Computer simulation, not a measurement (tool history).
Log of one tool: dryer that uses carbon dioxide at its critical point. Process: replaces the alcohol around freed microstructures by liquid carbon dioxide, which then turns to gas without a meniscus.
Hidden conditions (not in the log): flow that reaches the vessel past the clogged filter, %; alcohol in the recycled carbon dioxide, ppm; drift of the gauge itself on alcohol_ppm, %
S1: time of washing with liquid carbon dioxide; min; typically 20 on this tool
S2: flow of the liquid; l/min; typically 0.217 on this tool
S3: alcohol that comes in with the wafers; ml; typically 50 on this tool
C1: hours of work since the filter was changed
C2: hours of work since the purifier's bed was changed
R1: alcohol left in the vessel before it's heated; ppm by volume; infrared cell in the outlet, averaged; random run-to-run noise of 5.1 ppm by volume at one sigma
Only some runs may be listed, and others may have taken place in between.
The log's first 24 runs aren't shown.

run,hour,S1,S2,S3,C1,C2,R1
# hour 387.2: inlet filter changed
25,390.1,21,0.239,89,2,720,181
26,402.1,21,0.239,89,9,727,180
27,414.3,21,0.239,89,16,734,190
28,428.9,21,0.239,89,24,742,185
29,451.1,21,0.263,46,37,755,164
30,466.3,26,0.346,48,45,763,158
31,483.1,26,0.346,48,55,773,151
32,497.1,26,0.346,48,63,781,160
33,509.5,19,0.346,48,70,788,171
34,521.9,13,0.328,50,77,795,256
35,545.1,16,0.217,23,91,809,310
36,563.6,16,0.232,55,101,819,400
37,583.2,16,0.232,55,112,830,416
38,605.9,16,0.188,55,125,843,934
39,628.9,16,0.188,55,139,857,982
40,645.2,16,0.188,55,148,866,1001
41,655.6,16,0.188,55,154,872,1011
42,674.6,15,0.161,38,165,883,1737
43,693,16,0.264,86,175,893,365
44,711.6,20,0.199,50,186,904,341
45,723.9,29,0.213,61,193,911,195

4 options for the next run, each taken on its own from the tool as it stands now. Forecast them:
A,737.4,32,0.274,41,201,919,?
B,737.4,20,0.217,27,201,919,?
C,737.4,30,0.237,90,201,919,?
D,737.4,20,0.218,112,201,919,?

run,R1
A,188
B,239
C,179
D,398
Without the tool's hidden state the same runs would have given:
run,R1
A,11
B,36
C,0
D,141
